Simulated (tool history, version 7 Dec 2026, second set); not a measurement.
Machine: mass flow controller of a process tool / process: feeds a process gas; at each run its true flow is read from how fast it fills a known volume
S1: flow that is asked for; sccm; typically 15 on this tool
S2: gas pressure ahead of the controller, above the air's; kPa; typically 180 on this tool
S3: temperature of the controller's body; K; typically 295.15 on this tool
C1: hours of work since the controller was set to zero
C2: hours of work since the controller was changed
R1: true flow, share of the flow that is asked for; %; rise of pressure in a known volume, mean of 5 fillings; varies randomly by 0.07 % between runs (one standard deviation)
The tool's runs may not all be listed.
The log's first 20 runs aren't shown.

{"run": 21, "day": 118.854, "S1": 6, "S2": 180, "S3": 295.15, "C1": 4056, "C2": 4056, "R1": 97.6}
{"run": 22, "day": 125.758, "S1": 6, "S2": 180, "S3": 295.15, "C1": 4161, "C2": 4161, "R1": 97.59}
{"run": 23, "day": 129.958, "S1": 6, "S2": 180, "S3": 295.15, "C1": 4225, "C2": 4225, "R1": 97.73}
{"run": 24, "day": 138.692, "S1": 6, "S2": 180, "S3": 295.15, "C1": 4359, "C2": 4359, "R1": 97.63}
{"run": 25, "day": 143.429, "S1": 6, "S2": 180, "S3": 295.15, "C1": 4431, "C2": 4431, "R1": 97.75}
{"run": 26, "day": 151.054, "S1": 15, "S2": 180, "S3": 304.15, "C1": 4547, "C2": 4547, "R1": 98.33}
{"run": 27, "day": 158.929, "S1": 15, "S2": 180, "S3": 308.15, "C1": 4667, "C2": 4667, "R1": 98.3}
{"run": 28, "day": 162.75, "S1": 15, "S2": 180, "S3": 308.15, "C1": 4725, "C2": 4725, "R1": 98.55}
{"run": 29, "day": 167.612, "S1": 28, "S2": 154, "S3": 305.15, "C1": 4799, "C2": 4799, "R1": 99.01}
{"run": 30, "day": 174.671, "S1": 15, "S2": 180, "S3": 308.15, "C1": 4907, "C2": 4907, "R1": 98.36}
{"run": 31, "day": 181.867, "S1": 15, "S2": 180, "S3": 308.15, "C1": 5017, "C2": 5017, "R1": 98.5}
{"run": 32, "day": 187.733, "S1": 15, "S2": 150, "S3": 308.15, "C1": 5106, "C2": 5106, "R1": 98.41}
{"run": 33, "day": 194.65, "S1": 14, "S2": 176, "S3": 295.15, "C1": 5211, "C2": 5211, "R1": 98.03}
{"run": 34, "day": 200.575, "S1": 27, "S2": 158, "S3": 295.15, "C1": 5302, "C2": 5302, "R1": 98.68}
{"run": 35, "day": 207.342, "S1": 27, "S2": 254, "S3": 295.15, "C1": 5405, "C2": 5405, "R1": 98.61}
{"run": 36, "day": 214.742, "S1": 27, "S2": 254, "S3": 295.15, "C1": 5518, "C2": 5518, "R1": 98.69}
{"run": 37, "day": 220.154, "S1": 13, "S2": 163, "S3": 302.15, "C1": 5600, "C2": 5600, "R1": 98.24}
{"run": 38, "day": 224.283, "S1": 34, "S2": 180, "S3": 295.15, "C1": 5663, "C2": 5663, "R1": 99.02}
{"run": 39, "day": 228.321, "S1": 6, "S2": 234, "S3": 301.15, "C1": 5725, "C2": 5725, "R1": 97.69}

What will run 40 give?
{"run": 40, "day": 235.233, "S1": 22, "S2": 180, "S3": 295.15, "C1": 5830, "C2": 5830, "R1": "?"}

R1: 98.52 %
If the tool had no hidden condition, the same run with the same run-to-run variation would have returned R1 98.51 %.

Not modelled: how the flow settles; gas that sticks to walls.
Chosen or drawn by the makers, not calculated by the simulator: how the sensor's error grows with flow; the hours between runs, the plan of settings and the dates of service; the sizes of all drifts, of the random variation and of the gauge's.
